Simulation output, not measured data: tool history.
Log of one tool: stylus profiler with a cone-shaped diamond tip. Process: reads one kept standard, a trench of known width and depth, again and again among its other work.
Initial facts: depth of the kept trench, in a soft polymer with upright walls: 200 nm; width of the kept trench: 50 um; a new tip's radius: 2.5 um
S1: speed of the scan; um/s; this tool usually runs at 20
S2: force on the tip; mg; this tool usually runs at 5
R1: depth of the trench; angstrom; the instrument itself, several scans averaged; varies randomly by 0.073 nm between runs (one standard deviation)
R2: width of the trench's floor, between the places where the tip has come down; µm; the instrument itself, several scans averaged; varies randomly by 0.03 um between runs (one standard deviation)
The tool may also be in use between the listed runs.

run,hour,S1,S2,R1,R2
1,0,20,5,2036.1,48.03
2,46.6,11,5,2034.2,48.02
3,75.3,11,5,2034.1,48.06
4,108.5,11,5,2035.8,48.03
5,147.8,11,5,2035.4,48.02
6,192.7,11,5,2037,48.04
7,246.2,21,5,2035.5,48.07
8,285.2,21,5,2035.9,48.01
9,317.8,21,5,2035,47.95
10,372.6,29,5,2035.7,47.95
11,405.1,20,12.2,2064.1,47.97

Run 12 comes next. What will it give?
12,433.3,49,6.43,?,?

Logged for run 12: R1 2041.6 angstrom, R2 47.98 µm.
Take away the tool's hidden state, keep the run-to-run variation as it was, and the same run would have given R1 2041.9 angstrom, R2 48 µm.
